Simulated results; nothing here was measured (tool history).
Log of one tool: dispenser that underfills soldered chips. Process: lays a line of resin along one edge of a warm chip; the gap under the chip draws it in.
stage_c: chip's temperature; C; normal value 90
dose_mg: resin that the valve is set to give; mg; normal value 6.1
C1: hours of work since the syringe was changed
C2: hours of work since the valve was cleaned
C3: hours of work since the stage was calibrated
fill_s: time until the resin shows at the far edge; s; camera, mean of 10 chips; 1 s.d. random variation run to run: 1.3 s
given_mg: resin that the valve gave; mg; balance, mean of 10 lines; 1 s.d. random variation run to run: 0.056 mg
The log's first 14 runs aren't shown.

Run 15, hour 85.1: usual settings; C1 3; C2 20; C3 58. Result: fill_s 149.9 s, given_mg 6.1 mg.
At hour 89.5: new syringe of resin.
Run 16, hour 90.8: usual settings; C1 1; C2 23; C3 62. Result: fill_s 127.9 s, given_mg 5.94 mg.
Run 17, hour 94.4: usual settings; C1 3; C2 25; C3 64. Result: fill_s 146.7 s, given_mg 5.93 mg.
At hour 98.8: new syringe of resin.
Run 18, hour 101.3: usual settings but stage_c 91 C, dose_mg 7.75 mg; C1 2; C2 29; C3 68. Result: fill_s 128.2 s, given_mg 7.62 mg.
At hour 108.2: new syringe of resin.
Run 19, hour 108.7: usual settings but stage_c 84 C, dose_mg 5.89 mg; C1 0; C2 34; C3 73. Result: fill_s 157.7 s, given_mg 5.75 mg.
At hour 117.4: new syringe of resin.
Run 20, hour 117.4: usual settings but stage_c 95 C, dose_mg 7.38 mg; C1 0; C2 39; C3 78. Result: fill_s 98 s, given_mg 7.18 mg.
Run 21, hour 123.3: usual settings but stage_c 95 C, dose_mg 5.51 mg; C1 4; C2 43; C3 82. Result: fill_s 131.8 s, given_mg 5.31 mg.
At hour 127: new syringe of resin.
Run 22, hour 130.6: usual settings but stage_c 85 C, dose_mg 6.65 mg; C1 2; C2 47; C3 86. Result: fill_s 165.5 s, given_mg 6.39 mg.
At hour 136.3: new syringe of resin.
Run 23, hour 136.3: usual settings but stage_c 83 C, dose_mg 6.61 mg; C1 0; C2 51; C3 89. Result: fill_s 159.9 s, given_mg 6.31 mg.
Run 24, hour 143.7: usual settings but stage_c 93 C, dose_mg 6.68 mg; C1 5; C2 55; C3 94. Result: fill_s 143.9 s, given_mg 6.39 mg.
At hour 145.5: new syringe of resin.
Run 25, hour 149.1: usual settings but stage_c 84 C, dose_mg 5.76 mg; C1 2; C2 59; C3 97. Result: fill_s 181.4 s, given_mg 5.52 mg.
Run 26, hour 154.1: usual settings but stage_c 80 C, dose_mg 5.44 mg; C1 5; C2 62; C3 100. Result: fill_s 265.5 s, given_mg 5.09 mg.
At hour 154.8: new syringe of resin.
Run 27, hour 158.9: usual settings but stage_c 103 C, dose_mg 7.41 mg; C1 3; C2 65; C3 103. Result: fill_s 86.1 s, given_mg 7.02 mg.
At hour 164.3: new syringe of resin.
Run 28, hour 166.6: usual settings but stage_c 77 C, dose_mg 5.53 mg; C1 1; C2 69; C3 108. Result: fill_s 229.7 s, given_mg 5.2 mg.
At hour 173.4: new syringe of resin.
Run 29, hour 175.6: usual settings but stage_c 100 C, dose_mg 6.86 mg; C1 1; C2 75; C3 113. Result: fill_s 87.4 s, given_mg 6.39 mg.
At hour 182.8: new syringe of resin.
Run 30, hour 183.9: usual settings but stage_c 100 C, dose_mg 6.86 mg; C1 1; C2 80; C3 118. Result: fill_s 86.2 s, given_mg 6.41 mg.
Run 31, hour 190.5: usual settings but stage_c 87 C, dose_mg 5.53 mg; C1 5; C2 84; C3 123. Result: fill_s 195.4 s, given_mg 5.21 mg.
At hour 192.2: new syringe of resin.
Run 32, hour 197.6: usual settings but stage_c 80 C, dose_mg 6.23 mg; C1 3; C2 88; C3 127. Result: fill_s 226 s, given_mg 5.77 mg.
At hour 201.7: new syringe of resin.
Run 33, hour 206.2: usual settings but stage_c 89 C, dose_mg 7.02 mg; C1 3; C2 93; C3 132. Result: fill_s 149.4 s, given_mg 6.42 mg.

Run 34 has not been measured yet. What should we expect?
At hour 210.8: new syringe of resin.
Run 34, hour 210.8: usual settings but stage_c 95 C, dose_mg 6.89 mg; C1 0; C2 96; C3 135. Result: fill_s ?, given_mg ?.

{"run 34": {"fill_s": 97.3, "given_mg": 6.34}}
On a tool with no hidden condition, and with the same random variation, this run would have come out at fill_s 101.3 s, given_mg 6.97 mg.
